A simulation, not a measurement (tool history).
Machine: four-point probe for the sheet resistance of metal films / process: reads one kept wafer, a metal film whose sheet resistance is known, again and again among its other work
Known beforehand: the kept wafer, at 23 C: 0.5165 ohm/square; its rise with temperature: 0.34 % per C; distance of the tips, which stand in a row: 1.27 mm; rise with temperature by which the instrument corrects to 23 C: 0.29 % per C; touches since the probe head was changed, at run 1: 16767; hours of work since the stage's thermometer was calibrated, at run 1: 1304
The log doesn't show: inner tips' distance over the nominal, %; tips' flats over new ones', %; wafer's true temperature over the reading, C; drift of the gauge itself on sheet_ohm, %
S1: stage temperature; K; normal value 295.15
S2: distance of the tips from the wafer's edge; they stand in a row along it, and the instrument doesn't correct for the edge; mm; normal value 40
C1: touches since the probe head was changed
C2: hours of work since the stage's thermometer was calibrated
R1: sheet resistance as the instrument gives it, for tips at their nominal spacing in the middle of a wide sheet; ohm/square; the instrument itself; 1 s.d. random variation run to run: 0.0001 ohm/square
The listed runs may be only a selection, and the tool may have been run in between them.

Run 1, day 0: usual settings; C1 16767; C2 1304. Result: R1 0.519068 ohm/square.
Run 2, day 0.942: usual settings; C1 18023; C2 1319. Result: R1 0.519004 ohm/square.
Run 3, day 2.029: usual settings; C1 19466; C2 1335. Result: R1 0.519056 ohm/square.
Run 4, day 3.079: usual settings but S2 11 mm; C1 20865; C2 1351. Result: R1 0.522687 ohm/square.
Run 5, day 3.621: usual settings but S1 307.15 K; C1 21586; C2 1359. Result: R1 0.522489 ohm/square.
Run 6, day 4.183: usual settings but S1 307.15 K; C1 22336; C2 1368. Result: R1 0.522576 ohm/square.
Run 7, day 5.05: usual settings; C1 23487; C2 1381. Result: R1 0.518958 ohm/square.
Run 8, day 5.971: usual settings; C1 24711; C2 1395. Result: R1 0.519292 ohm/square.
Run 9, day 7.033: usual settings but S1 296.15 K, S2 29 mm; C1 26129; C2 1412. Result: R1 0.519668 ohm/square.
At day 7.633: stage's thermometer calibrated.
Run 10, day 7.788: usual settings but S1 305.15 K, S2 7 mm; C1 27106; C2 2. Result: R1 0.530539 ohm/square.
Run 11, day 8.638: usual settings but S1 305.15 K, S2 8 mm; C1 28236; C2 15. Result: R1 0.528244 ohm/square.
Run 12, day 9.475: usual settings but S1 305.15 K, S2 8 mm; C1 29351; C2 28. Result: R1 0.528353 ohm/square.
Run 13, day 10.038: usual settings but S1 305.15 K, S2 8 mm; C1 30100; C2 37. Result: R1 0.528533 ohm/square.
Run 14, day 10.608: usual settings but S1 305.15 K, S2 22 mm; C1 30858; C2 45. Result: R1 0.52249 ohm/square.
Run 15, day 11.138: usual settings but S1 305.15 K, S2 22 mm; C1 31561; C2 53. Result: R1 0.522393 ohm/square.

Consider 5 possible next runs. They are alternatives, not a sequence: every one starts from the tool as it was left by run 15. What does each give?
Run A, day 11.904: usual settings but S1 297.15 K, S2 52 mm; C1 32581; C2 65. Result: R1 ?.
Run B, day 11.904: usual settings but S1 292.15 K, S2 57 mm; C1 32581; C2 65. Result: R1 ?.
Run C, day 11.904: usual settings but S1 304.15 K; C1 32581; C2 65. Result: R1 ?.
Run D, day 11.904: usual settings but S1 303.15 K; C1 32581; C2 65. Result: R1 ?.
Run E, day 11.904: usual settings but S2 22 mm; C1 32581; C2 65. Result: R1 ?.

run        R1
  A  0.519716
  B  0.518231
  C  0.521576
  D   0.52121
  E  0.519945
Without the tool's hidden state the same runs would have given:
run        R1
  A  0.517024
  B  0.515544
  C  0.518877
  D  0.518513
  E  0.517252
